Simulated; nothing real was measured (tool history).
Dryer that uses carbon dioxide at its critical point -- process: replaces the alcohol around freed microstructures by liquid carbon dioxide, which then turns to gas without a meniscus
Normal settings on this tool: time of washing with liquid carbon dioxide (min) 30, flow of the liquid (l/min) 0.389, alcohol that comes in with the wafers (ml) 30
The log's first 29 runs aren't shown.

run,hour,time of washing with liquid carbon dioxide (min),flow of the liquid (l/min),alcohol that comes in with the wafers (ml),hours of work since the filter was changed,hours of work since the purifier's bed was changed,alcohol left in the vessel before it's heated (ppm by volume)
30,292.4,41,0.278,69,133,154,489
31,303.6,41,0.278,69,137,157,486
32,312.5,46,0.389,30,140,160,58
33,325.8,30,0.592,30,144,165,58
34,333.5,30,0.325,31,147,168,438
35,346.2,30,0.333,83,151,172,1032
36,359.3,42,0.389,26,156,176,60
37,372,30,0.263,39,160,181,1045
38,384.6,43,0.301,113,164,185,481
39,395.7,43,0.301,113,168,189,488
40,401.6,30,0.29,22,170,191,468
41,412.4,30,0.389,54,174,194,382
42,424.4,30,0.389,54,178,199,425
43,430.8,30,0.389,54,180,201,391
44,441.2,30,0.356,27,183,204,300
45,447.3,33,0.389,107,185,206,517
46,456.9,30,0.52,30,189,210,87

Consider 5 possible next runs. They are alternatives, not a sequence: every one starts from the tool as it was left by run 46. What does each give?
A,470.2,26,0.389,30,193,214,?
B,470.2,30,0.337,106,193,214,?
C,470.2,31,0.55,30,193,214,?
D,470.2,22,0.491,29,193,214,?
E,470.2,20,0.427,53,193,214,?

run,alcohol left in the vessel before it's heated (ppm by volume)
A,394
B,1300
C,61
D,310
E,1165
Take away the tool's hidden state, keep each run's random variation, and the runs would have read:
run,alcohol left in the vessel before it's heated (ppm by volume)
A,287
B,1014
C,17
D,219
E,938
